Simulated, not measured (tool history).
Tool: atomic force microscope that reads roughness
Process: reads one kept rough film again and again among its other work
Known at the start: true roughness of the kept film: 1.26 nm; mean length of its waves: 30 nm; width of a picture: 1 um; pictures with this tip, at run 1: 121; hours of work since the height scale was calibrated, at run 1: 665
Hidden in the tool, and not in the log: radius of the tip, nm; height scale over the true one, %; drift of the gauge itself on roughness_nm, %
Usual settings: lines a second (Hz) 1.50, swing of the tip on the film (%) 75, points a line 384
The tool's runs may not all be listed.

run,hour,lines a second (Hz),swing of the tip on the film (%),points a line,pictures with this tip,hours of work since the height scale was calibrated,roughness of the kept film (nm (root mean square))
1,0.0,1.50,75,384,121,665,1.078
2,16.0,1.50,60,384,157,677,1.149
# hour 36.7: new tip fitted
3,36.7,1.50,75,771,0,692,1.087
4,57.9,1.50,75,771,47,707,1.082
5,71.3,1.50,75,568,77,717,1.090
6,85.9,1.50,75,430,109,728,1.080
7,109.1,2.26,75,384,161,745,1.016
# hour 125.6: new tip fitted
8,127.5,2.26,75,384,5,758,1.033
9,155.0,2.26,75,384,66,778,1.036
10,182.4,2.26,75,384,127,798,1.021
# hour 214.2: new tip fitted
11,214.2,1.50,77,384,0,821,1.068
12,244.7,1.50,77,384,68,843,1.069
13,276.7,1.50,77,384,139,866,1.071
14,293.2,1.50,57,384,176,879,1.153
# hour 303.4: new tip fitted
15,310.5,1.50,57,384,15,891,1.163
16,329.0,1.50,57,384,57,904,1.148
17,353.9,1.50,57,384,112,923,1.157
18,372.9,1.50,57,384,154,936,1.154
19,389.2,1.84,57,499,191,948,1.146
# hour 392.3: new tip fitted
20,403.8,1.84,57,264,26,959,1.145
21,423.4,2.53,80,264,70,973,0.956
22,443.2,2.53,80,264,114,987,0.950

Hidden state at the last listed run before each entry between runs and at the first one after, where it differs:
Between runs 2 and 3: new tip fitted (hour 36.7)
  radius of the tip, nm: 7.8 -> 7
Between runs 7 and 8: new tip fitted (hour 125.6)
  radius of the tip, nm: 7.7 -> 7
Between runs 10 and 11: new tip fitted (hour 214.2)
  radius of the tip, nm: 7.6 -> 7
Between runs 14 and 15: new tip fitted (hour 303.4)
  radius of the tip, nm: 7.8 -> 7.1
Between runs 19 and 20: new tip fitted (hour 392.3)
  radius of the tip, nm: 7.9 -> 7.1

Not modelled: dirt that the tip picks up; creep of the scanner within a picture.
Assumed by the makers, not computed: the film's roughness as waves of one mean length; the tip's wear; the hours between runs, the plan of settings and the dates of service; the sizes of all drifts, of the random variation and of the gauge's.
